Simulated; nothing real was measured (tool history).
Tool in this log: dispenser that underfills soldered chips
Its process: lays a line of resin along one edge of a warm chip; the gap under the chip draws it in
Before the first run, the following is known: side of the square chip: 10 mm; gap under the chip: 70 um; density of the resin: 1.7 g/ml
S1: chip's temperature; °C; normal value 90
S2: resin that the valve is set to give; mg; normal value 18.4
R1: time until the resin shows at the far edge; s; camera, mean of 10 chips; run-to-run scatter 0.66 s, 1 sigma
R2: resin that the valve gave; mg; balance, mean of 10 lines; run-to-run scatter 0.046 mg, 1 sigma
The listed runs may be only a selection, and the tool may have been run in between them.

| run | hour | S1 | S2 | R1 | R2 |
|---|---|---|---|---|---|
| 1 | 0.0 | 90 | 18.4 | 77.4 | 18.08 |
| 2 | 3.4 | 90 | 22.2 | 87.4 | 21.75 |
| 3 | 7.8 | 93 | 18.4 | 63.6 | 18.07 |
| 4 | 15.0 | 93 | 18.4 | 57.9 | 17.90 |
| 5 | 22.3 | 93 | 18.4 | 77.0 | 17.94 |
| 6 | 30.4 | 90 | 18.4 | 82.3 | 17.77 |
| 7 | 37.3 | 90 | 18.4 | 71.3 | 17.81 |
| 8 | 40.7 | 90 | 18.4 | 81.8 | 17.79 |
| 9 | 47.7 | 90 | 23.2 | 75.1 | 22.31 |
| 10 | 53.0 | 90 | 23.2 | 60.4 | 22.25 |
| 11 | 60.2 | 90 | 23.2 | 82.4 | 22.27 |
| 12 | 65.8 | 90 | 18.3 | 71.9 | 17.53 |
| 13 | 69.3 | 90 | 18.3 | 82.7 | 17.42 |
| 14 | 75.0 | 90 | 18.3 | 68.5 | 18.23 |
| 15 | 81.1 | 90 | 18.4 | 90.5 | 18.35 |
| 16 | 87.6 | 90 | 18.4 | 75.7 | 18.34 |
| 17 | 94.8 | 90 | 18.4 | 67.8 | 18.22 |
| 18 | 100.5 | 90 | 18.4 | 84.3 | 18.23 |
| 19 | 105.3 | 85 | 18.4 | 83.7 | 18.27 |
| 20 | 110.5 | 85 | 18.4 | 102.6 | 18.18 |
| 21 | 114.6 | 90 | 23.0 | 69.0 | 22.73 |
| 22 | 121.1 | 75 | 16.1 | 106.9 | 15.81 |
| 23 | 126.0 | 75 | 16.1 | 134.2 | 15.72 |
| 24 | 129.3 | 76 | 20.4 | 142.4 | 20.00 |
| 25 | 134.9 | 76 | 20.4 | 120.0 | 19.93 |
| 26 | 141.2 | 78 | 21.6 | 95.6 | 21.00 |
| 27 | 145.3 | 78 | 21.6 | 113.7 | 21.07 |
| 28 | 153.1 | 76 | 23.6 | 113.9 | 22.92 |
| 29 | 160.3 | 102 | 21.8 | 41.8 | 20.97 |
| 30 | 165.3 | 82 | 23.0 | 101.3 | 22.16 |
| 31 | 169.7 | 77 | 17.8 | 102.6 | 17.18 |
| 32 | 174.1 | 77 | 17.8 | 123.9 | 17.09 |
| 33 | 177.6 | 77 | 17.8 | 144.7 | 17.11 |
| 34 | 185.3 | 104 | 22.8 | 50.2 | 21.83 |

The log once held 20 entries between its listed runs, left out of this copy. Where does each go, and what is different about the tool's unlogged condition between the listed run before it and the listed run after it?
Between runs 2 and 3: new syringe of resin (hour 4.4)
  resin's viscosity, % of fresh resin's: 145.9 -> 113.8; dose that the valve gives, % of what is set: 98.11 -> 97.92; true chip temperature over the reading, C: -1.03 -> -1.05
  measured result minus the result with no hidden state, R1: +29.6 -> +9.9 s; R2: -0.42 -> -0.38 mg
Between runs 3 and 4: new syringe of resin (hour 13.9)
  resin's viscosity, % of fresh resin's: 113.8 -> 102.9; dose that the valve gives, % of what is set: 97.92 -> 97.63; true chip temperature over the reading, C: -1.05 -> -1.07
  measured result minus the result with no hidden state, R1: +9.9 -> +3.8 s; R2: -0.38 -> -0.44 mg
Between runs 5 and 6: new syringe of resin (hour 23.6)
  resin's viscosity, % of fresh resin's: 139.3 -> 133; dose that the valve gives, % of what is set: 97.34 -> 97.01; true chip temperature over the reading, C: -1.1 -> -1.13
  measured result minus the result with no hidden state, R1: +23.9 -> +23.1 s; R2: -0.49 -> -0.55 mg
Between runs 6 and 7: new syringe of resin (hour 33.2)
  resin's viscosity, % of fresh resin's: 133 -> 117.2; dose that the valve gives, % of what is set: 97.01 -> 96.73; true chip temperature over the reading, C: -1.13 -> -1.15
  measured result minus the result with no hidden state, R1: +23.1 -> +13.1 s; R2: -0.55 -> -0.60 mg
Between runs 8 and 9: new syringe of resin (hour 42.7)
  resin's viscosity, % of fresh resin's: 135 -> 123.5; dose that the valve gives, % of what is set: 96.61 -> 96.34; true chip temperature over the reading, C: -1.16 -> -1.19
  measured result minus the result with no hidden state, R1: +23.9 -> +16.8 s; R2: -0.62 -> -0.85 mg
Between runs 9 and 10: new syringe of resin (hour 52.6)
  resin's viscosity, % of fresh resin's: 123.5 -> 101.4; dose that the valve gives, % of what is set: 96.34 -> 96.15; true chip temperature over the reading, C: -1.19 -> -1.2
  measured result minus the result with no hidden state, R1: +16.8 -> +3.3 s; R2: -0.85 -> -0.89 mg
Between runs 11 and 12: new syringe of resin (hour 62.2)
  resin's viscosity, % of fresh resin's: 136.4 -> 116; dose that the valve gives, % of what is set: 95.85 -> 95.64; true chip temperature over the reading, C: -1.23 -> -1.25
  measured result minus the result with no hidden state, R1: +24.5 -> +12.9 s; R2: -0.97 -> -0.80 mg
Between runs 13 and 14: new syringe of resin (hour 71.7); dispensing valve cleaned and set on the balance (hour 72.7)
  resin's viscosity, % of fresh resin's: 134.1 -> 111.1; dose that the valve gives, % of what is set: 95.51 -> 100.06; true chip temperature over the reading, C: -1.26 -> -1.28
  measured result minus the result with no hidden state, R1: +24.1 -> +9.4 s; R2: -0.82 -> +0.01 mg
Between runs 15 and 16: new syringe of resin (hour 82.7)
  resin's viscosity, % of fresh resin's: 143.5 -> 120.5; dose that the valve gives, % of what is set: 99.81 -> 99.54; true chip temperature over the reading, C: -1.3 -> -1.32
  measured result minus the result with no hidden state, R1: +30.0 -> +15.6 s; R2: -0.03 -> -0.09 mg
Between runs 16 and 17: new syringe of resin (hour 92.2)
  resin's viscosity, % of fresh resin's: 120.5 -> 109.6; dose that the valve gives, % of what is set: 99.54 -> 99.26; true chip temperature over the reading, C: -1.32 -> -1.35
  measured result minus the result with no hidden state, R1: +15.6 -> +8.7 s; R2: -0.09 -> -0.13 mg
Between runs 18 and 19: new syringe of resin (hour 102.1)
  resin's viscosity, % of fresh resin's: 139.3 -> 114.3; dose that the valve gives, % of what is set: 99.04 -> 98.86; true chip temperature over the reading, C: -1.37 -> -1.38
  measured result minus the result with no hidden state, R1: +26.8 -> +13.9 s; R2: -0.18 -> -0.21 mg
Between runs 20 and 21: new syringe of resin (hour 111.6)
  resin's viscosity, % of fresh resin's: 142.2 -> 111.5; dose that the valve gives, % of what is set: 98.64 -> 98.5; true chip temperature over the reading, C: -1.4 -> -1.41
  measured result minus the result with no hidden state, R1: +34.1 -> +10.0 s; R2: -0.25 -> -0.35 mg
Between runs 21 and 22: new syringe of resin (hour 121.1)
  resin's viscosity, % of fresh resin's: 111.5 -> 100.6; dose that the valve gives, % of what is set: 98.5 -> 98.24; true chip temperature over the reading, C: -1.41 -> -1.44
  measured result minus the result with no hidden state, R1: +10.0 -> +6.6 s; R2: -0.35 -> -0.28 mg
Between runs 24 and 25: new syringe of resin (hour 130.8)
  resin's viscosity, % of fresh resin's: 141 -> 118.5; dose that the valve gives, % of what is set: 97.89 -> 97.65; true chip temperature over the reading, C: -1.47 -> -1.49
  measured result minus the result with no hidden state, R1: +46.8 -> +24.1 s; R2: -0.43 -> -0.48 mg
Between runs 25 and 26: new syringe of resin (hour 140.4)
  resin's viscosity, % of fresh resin's: 118.5 -> 103; dose that the valve gives, % of what is set: 97.65 -> 97.39; true chip temperature over the reading, C: -1.49 -> -1.51
  measured result minus the result with no hidden state, R1: +24.1 -> +7.8 s; R2: -0.48 -> -0.56 mg
Between runs 27 and 28: new syringe of resin (hour 150.4)
  resin's viscosity, % of fresh resin's: 121.6 -> 112.2; dose that the valve gives, % of what is set: 97.23 -> 96.9; true chip temperature over the reading, C: -1.52 -> -1.55
  measured result minus the result with no hidden state, R1: +25.4 -> +18.0 s; R2: -0.60 -> -0.74 mg
Between runs 28 and 29: new syringe of resin (hour 160.0)
  resin's viscosity, % of fresh resin's: 112.2 -> 101.9; dose that the valve gives, % of what is set: 96.9 -> 96.63; true chip temperature over the reading, C: -1.55 -> -1.57
  measured result minus the result with no hidden state, R1: +18.0 -> +2.9 s; R2: -0.74 -> -0.73 mg
Between runs 30 and 31: new syringe of resin (hour 169.5)
  resin's viscosity, % of fresh resin's: 125.6 -> 102.8; dose that the valve gives, % of what is set: 96.41 -> 96.24; true chip temperature over the reading, C: -1.59 -> -1.61
  measured result minus the result with no hidden state, R1: +25.0 -> +9.1 s; R2: -0.83 -> -0.67 mg
Between runs 33 and 34: new syringe of resin (hour 179.3)
  resin's viscosity, % of fresh resin's: 142.7 -> 128.6; dose that the valve gives, % of what is set: 95.91 -> 95.61; true chip temperature over the reading, C: -1.64 -> -1.66
  measured result minus the result with no hidden state, R1: +50.2 -> +13.3 s; R2: -0.73 -> -1.01 mg
